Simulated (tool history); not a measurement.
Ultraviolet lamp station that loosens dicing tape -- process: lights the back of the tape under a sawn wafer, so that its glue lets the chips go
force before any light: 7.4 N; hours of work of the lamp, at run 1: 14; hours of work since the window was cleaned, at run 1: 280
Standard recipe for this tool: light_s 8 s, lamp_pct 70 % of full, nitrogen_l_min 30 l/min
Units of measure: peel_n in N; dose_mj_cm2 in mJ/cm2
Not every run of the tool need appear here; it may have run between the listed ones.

run   hour  light_s  lamp_pct  nitrogen_l_min  hours of work of the lamp  hours of work since the window was cleaned  peel_n  dose_mj_cm2
  1    0.0        8        70              30                         14                                         280   1.174          341
  2   17.4        8        70              30                         21                                         287   1.185          341
  3   33.8       12        70              30                         28                                         294   0.538          507
  4   49.3        8        70              30                         35                                         300   1.213          333
      50.6  -- window cleaned of glue's vapour
  5   62.8        8        70              30                         40                                           5   1.349          321
  6   80.7        8        70              30                         47                                          12   1.349          319
  7   96.0       10        70              25                         54                                          19   1.011          391
     104.8  -- window cleaned of glue's vapour, once more
  8  112.7        4        99              26                         60                                           3   1.994          254
  9  124.0       15        92              46                         65                                           8   0.128          885
 10  132.8       15        92              46                         69                                          12   0.117          882
 11  144.2        8        92              46                         73                                          16   0.513          468
 12  161.3        5        61              56                         81                                          23   2.186          193

Here are 5 independent what-if runs from the current tool condition. What would each one return?
  A  179.5       12        70              15                         88                                          31       ?            ?
  B  179.5        5        82              30                         88                                          31       ?            ?
  C  179.5       12        70              17                         88                                          31       ?            ?
  D  179.5        5        61              19                         88                                          31       ?            ?
  E  179.5       10        74              13                         88                                          31       ?            ?

run  peel_n  dose_mj_cm2
  A   0.764          524
  B   1.893          259
  C   0.702          526
  D   2.893          199
  E   1.057          471
Without the tool's unlogged condition, the same runs would have read:
run  peel_n  dose_mj_cm2
  A   0.674          556
  B   1.743          275
  C   0.617          558
  D   2.737          211
  E   0.946          499
